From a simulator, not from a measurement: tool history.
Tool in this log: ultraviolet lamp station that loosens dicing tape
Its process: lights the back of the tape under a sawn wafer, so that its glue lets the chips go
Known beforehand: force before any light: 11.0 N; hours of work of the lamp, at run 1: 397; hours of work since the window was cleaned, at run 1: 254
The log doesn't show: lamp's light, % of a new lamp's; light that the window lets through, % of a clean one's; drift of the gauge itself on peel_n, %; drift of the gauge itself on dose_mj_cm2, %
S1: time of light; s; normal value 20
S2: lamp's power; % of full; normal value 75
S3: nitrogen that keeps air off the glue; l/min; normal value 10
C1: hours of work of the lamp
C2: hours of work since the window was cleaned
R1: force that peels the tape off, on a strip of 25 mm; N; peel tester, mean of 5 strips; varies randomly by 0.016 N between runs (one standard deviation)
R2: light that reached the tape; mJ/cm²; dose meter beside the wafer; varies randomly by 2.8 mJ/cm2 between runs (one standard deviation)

run	hour	S1	S2	S3	C1	C2	R1	R2
1	0.0	20	75	10	397	254	0.895	368
2	39.7	20	75	10	418	274	0.940	368
3	63.9	20	75	10	430	287	0.930	364
4	107.7	20	75	10	452	309	0.936	370
5	144.6	20	75	10	471	328	0.950	361
6	164.0	20	75	10	481	338	0.960	358
# hour 167.0: window cleaned of glue's vapour
7	192.3	20	75	6	496	13	1.338	360
8	234.0	20	75	6	517	34	1.294	350
9	263.3	20	75	6	532	49	1.254	356
10	295.7	20	75	6	549	66	1.299	353
11	331.5	20	75	6	567	84	1.366	353
# hour 343.3: window cleaned of glue's vapour, once more
12	373.5	36	77	13	588	15	0.242	684
13	405.5	23	67	7	605	32	1.019	381
14	450.7	23	67	7	628	55	1.026	388
15	479.3	20	67	6	643	70	1.525	325
16	505.3	20	67	6	656	83	1.450	333
17	525.5	20	67	6	666	93	1.533	325
18	570.8	33	75	3	689	117	0.664	602
19	607.9	33	75	3	708	136	0.682	590
20	650.9	11	62	17	731	158	2.979	165
21	694.4	14	98	9	753	180	1.229	328
22	729.3	14	98	9	771	198	1.255	325

Consider 3 possible next runs. They are alternatives, not a sequence: every one starts from the tool as it was left by run 22. What does each give?
A	755.6	17	65	9	784	211	?	?
B	755.6	13	62	19	784	211	?	?
C	755.6	27	98	14	784	211	?	?

run	R1	R2
A	1.891	259
B	2.473	192
C	0.274	624
Without the tool's hidden state the same runs would have given:
run	R1	R2
A	1.493	297
B	2.012	220
C	0.231	714
